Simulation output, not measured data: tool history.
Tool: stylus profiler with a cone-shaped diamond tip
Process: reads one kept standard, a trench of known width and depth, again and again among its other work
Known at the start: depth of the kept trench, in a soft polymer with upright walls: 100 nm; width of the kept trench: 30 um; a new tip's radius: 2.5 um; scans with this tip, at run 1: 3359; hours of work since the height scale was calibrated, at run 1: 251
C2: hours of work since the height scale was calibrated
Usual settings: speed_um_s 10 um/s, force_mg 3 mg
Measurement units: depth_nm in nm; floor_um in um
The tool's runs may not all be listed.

{"run": 1, "hour": 0.0, "speed_um_s": 10, "force_mg": 3, "scans with this tip": 3359, "C2": 251, "depth_nm": 101.04, "floor_um": 28.36}
{"run": 2, "hour": 16.4, "speed_um_s": 10, "force_mg": 3, "scans with this tip": 3532, "C2": 264, "depth_nm": 101.08, "floor_um": 28.36}
{"run": 3, "hour": 34.8, "speed_um_s": 10, "force_mg": 3, "scans with this tip": 3725, "C2": 279, "depth_nm": 101.03, "floor_um": 28.33}
{"run": 4, "hour": 54.4, "speed_um_s": 18, "force_mg": 3, "scans with this tip": 3931, "C2": 294, "depth_nm": 101.09, "floor_um": 28.32}
{"run": 5, "hour": 77.4, "speed_um_s": 10, "force_mg": 7.23, "scans with this tip": 4173, "C2": 312, "depth_nm": 102.01, "floor_um": 28.37}
{"run": 6, "hour": 88.9, "speed_um_s": 10, "force_mg": 7.23, "scans with this tip": 4295, "C2": 321, "depth_nm": 101.99, "floor_um": 28.33}
{"run": 7, "hour": 109.1, "speed_um_s": 10, "force_mg": 7.23, "scans with this tip": 4508, "C2": 337, "depth_nm": 101.99, "floor_um": 28.34}
{"run": 8, "hour": 128.1, "speed_um_s": 10, "force_mg": 7.23, "scans with this tip": 4708, "C2": 352, "depth_nm": 102.01, "floor_um": 28.38}
{"run": 9, "hour": 139.9, "speed_um_s": 10, "force_mg": 7.23, "scans with this tip": 4832, "C2": 361, "depth_nm": 101.91, "floor_um": 28.33}
{"run": 10, "hour": 151.8, "speed_um_s": 10, "force_mg": 3.95, "scans with this tip": 4957, "C2": 371, "depth_nm": 101.21, "floor_um": 28.36}
{"run": 11, "hour": 168.5, "speed_um_s": 10, "force_mg": 3.95, "scans with this tip": 5133, "C2": 384, "depth_nm": 101.21, "floor_um": 28.34}
{"run": 12, "hour": 182.1, "speed_um_s": 10, "force_mg": 3.95, "scans with this tip": 5276, "C2": 395, "depth_nm": 101.22, "floor_um": 28.32}
{"run": 13, "hour": 194.2, "speed_um_s": 10, "force_mg": 3.88, "scans with this tip": 5403, "C2": 404, "depth_nm": 101.28, "floor_um": 28.36}
{"run": 14, "hour": 213.4, "speed_um_s": 10, "force_mg": 3, "scans with this tip": 5606, "C2": 419, "depth_nm": 100.97, "floor_um": 28.3}
{"run": 15, "hour": 233.8, "speed_um_s": 10, "force_mg": 3, "scans with this tip": 5821, "C2": 435, "depth_nm": 101, "floor_um": 28.28}
{"run": 16, "hour": 256.1, "speed_um_s": 10, "force_mg": 3, "scans with this tip": 6055, "C2": 453, "depth_nm": 101, "floor_um": 28.25}
{"hour": 257.6, "done": "height scale calibrated on a step standard"}
{"run": 17, "hour": 279.3, "speed_um_s": 10, "force_mg": 3, "scans with this tip": 6294, "C2": 17, "depth_nm": 100.9, "floor_um": 28.21}
{"run": 18, "hour": 296.3, "speed_um_s": 10, "force_mg": 3, "scans with this tip": 6473, "C2": 30, "depth_nm": 100.91, "floor_um": 28.23}
{"run": 19, "hour": 319.5, "speed_um_s": 2, "force_mg": 3, "scans with this tip": 6717, "C2": 49, "depth_nm": 100.99, "floor_um": 28.23}
{"run": 20, "hour": 337.5, "speed_um_s": 3, "force_mg": 3, "scans with this tip": 6907, "C2": 63, "depth_nm": 100.94, "floor_um": 28.24}
{"run": 21, "hour": 347.3, "speed_um_s": 10, "force_mg": 2.76, "scans with this tip": 7010, "C2": 71, "depth_nm": 100.81, "floor_um": 28.27}
{"run": 22, "hour": 362.1, "speed_um_s": 10, "force_mg": 2.76, "scans with this tip": 7166, "C2": 82, "depth_nm": 100.83, "floor_um": 28.14}
{"run": 23, "hour": 381.2, "speed_um_s": 10, "force_mg": 2.76, "scans with this tip": 7367, "C2": 97, "depth_nm": 100.87, "floor_um": 28.19}
{"hour": 395.9, "done": "height scale calibrated on a step standard, once more"}
{"run": 24, "hour": 395.9, "speed_um_s": 6, "force_mg": 7.2, "scans with this tip": 7517, "C2": 0, "depth_nm": 102.16, "floor_um": 28.22}
{"run": 25, "hour": 413.8, "speed_um_s": 3, "force_mg": 1.22, "scans with this tip": 7706, "C2": 14, "depth_nm": 100.65, "floor_um": 28.23}
{"run": 26, "hour": 434.0, "speed_um_s": 2, "force_mg": 4.66, "scans with this tip": 7918, "C2": 30, "depth_nm": 101.49, "floor_um": 28.22}
{"run": 27, "hour": 455.0, "speed_um_s": 10, "force_mg": 1.95, "scans with this tip": 8139, "C2": 47, "depth_nm": 100.83, "floor_um": 28.2}
{"run": 28, "hour": 471.3, "speed_um_s": 8, "force_mg": 4.7, "scans with this tip": 8311, "C2": 59, "depth_nm": 101.62, "floor_um": 28.22}
{"run": 29, "hour": 486.0, "speed_um_s": 22, "force_mg": 6.83, "scans with this tip": 8466, "C2": 71, "depth_nm": 102.05, "floor_um": 28.17}
{"run": 30, "hour": 499.2, "speed_um_s": 3, "force_mg": 3, "scans with this tip": 8604, "C2": 81, "depth_nm": 101.2, "floor_um": 28.23}
{"run": 31, "hour": 514.2, "speed_um_s": 8, "force_mg": 1.28, "scans with this tip": 8763, "C2": 93, "depth_nm": 100.68, "floor_um": 28.15}
{"run": 32, "hour": 529.7, "speed_um_s": 10, "force_mg": 3.86, "scans with this tip": 8926, "C2": 105, "depth_nm": 101.39, "floor_um": 28.19}
{"run": 33, "hour": 552.6, "speed_um_s": 21, "force_mg": 2.01, "scans with this tip": 9167, "C2": 123, "depth_nm": 100.88, "floor_um": 28.1}
{"run": 34, "hour": 562.4, "speed_um_s": 3, "force_mg": 1.23, "scans with this tip": 9270, "C2": 131, "depth_nm": 100.61, "floor_um": 28.18}
{"run": 35, "hour": 581.2, "speed_um_s": 7, "force_mg": 8.57, "scans with this tip": 9468, "C2": 146, "depth_nm": 102.31, "floor_um": 28.14}
{"run": 36, "hour": 593.3, "speed_um_s": 7, "force_mg": 8.57, "scans with this tip": 9595, "C2": 155, "depth_nm": 102.36, "floor_um": 28.24}
{"run": 37, "hour": 608.1, "speed_um_s": 7, "force_mg": 8.57, "scans with this tip": 9752, "C2": 167, "depth_nm": 102.29, "floor_um": 28.2}
{"run": 38, "hour": 619.5, "speed_um_s": 5, "force_mg": 2.27, "scans with this tip": 9871, "C2": 176, "depth_nm": 100.91, "floor_um": 28.12}
{"run": 39, "hour": 635.7, "speed_um_s": 39, "force_mg": 4.7, "scans with this tip": 10042, "C2": 189, "depth_nm": 101.65, "floor_um": 28}
{"run": 40, "hour": 647.8, "speed_um_s": 4, "force_mg": 3.69, "scans with this tip": 10170, "C2": 198, "depth_nm": 101.35, "floor_um": 28.1}
{"run": 41, "hour": 662.3, "speed_um_s": 10, "force_mg": 2.5, "scans with this tip": 10322, "C2": 210, "depth_nm": 101, "floor_um": 28.08}
{"run": 42, "hour": 679.8, "speed_um_s": 6, "force_mg": 7.14, "scans with this tip": 10507, "C2": 224, "depth_nm": 102.07, "floor_um": 28.13}
{"run": 43, "hour": 701.3, "speed_um_s": 31, "force_mg": 8.37, "scans with this tip": 10733, "C2": 240, "depth_nm": 102.25, "floor_um": 28.08}
{"run": 44, "hour": 712.5, "speed_um_s": 2, "force_mg": 3.07, "scans with this tip": 10851, "C2": 249, "depth_nm": 101.22, "floor_um": 28.13}
{"run": 45, "hour": 725.3, "speed_um_s": 34, "force_mg": 5.54, "scans with this tip": 10986, "C2": 259, "depth_nm": 101.73, "floor_um": 28.07}
{"run": 46, "hour": 741.6, "speed_um_s": 34, "force_mg": 5.54, "scans with this tip": 11157, "C2": 272, "depth_nm": 101.66, "floor_um": 28.05}

Some steps in depth_nm between neighbouring runs. How much of each would the tool show without its hidden state too (settings, what came in, random variation), and how much is left for the hidden state, with any gauge scatter that isn't in both results?
Hidden conditions of the tool in this case: radius of the tip, um; height scale over the true one, %; drift of the gauge itself on depth_nm, %; drift of the gauge itself on floor_um, %.
Run 16 -> 17: height scale calibrated on a step standard. depth_nm -0.1 nm: hidden state -0.07, all else -0.03.
Run 18 -> 19: speed_um_s 10 -> 2. depth_nm +0.08 nm: hidden state -0.02, all else +0.1.
Run 23 -> 24: speed_um_s 10 -> 6, force_mg 2.76 -> 7.2, height scale calibrated on a step standard, once more. depth_nm +1.29 nm: hidden state +0.27, all else +1.02.
Run 24 -> 25: speed_um_s 6 -> 3, force_mg 7.2 -> 1.22. depth_nm -1.51 nm: hidden state +0, all else -1.51.
Run 34 -> 35: speed_um_s 3 -> 7, force_mg 1.23 -> 8.57. depth_nm +1.7 nm: hidden state -0.01, all else +1.71.
Run 37 -> 38: speed_um_s 7 -> 5, force_mg 8.57 -> 2.27. depth_nm -1.38 nm: hidden state -0.01, all else -1.37.

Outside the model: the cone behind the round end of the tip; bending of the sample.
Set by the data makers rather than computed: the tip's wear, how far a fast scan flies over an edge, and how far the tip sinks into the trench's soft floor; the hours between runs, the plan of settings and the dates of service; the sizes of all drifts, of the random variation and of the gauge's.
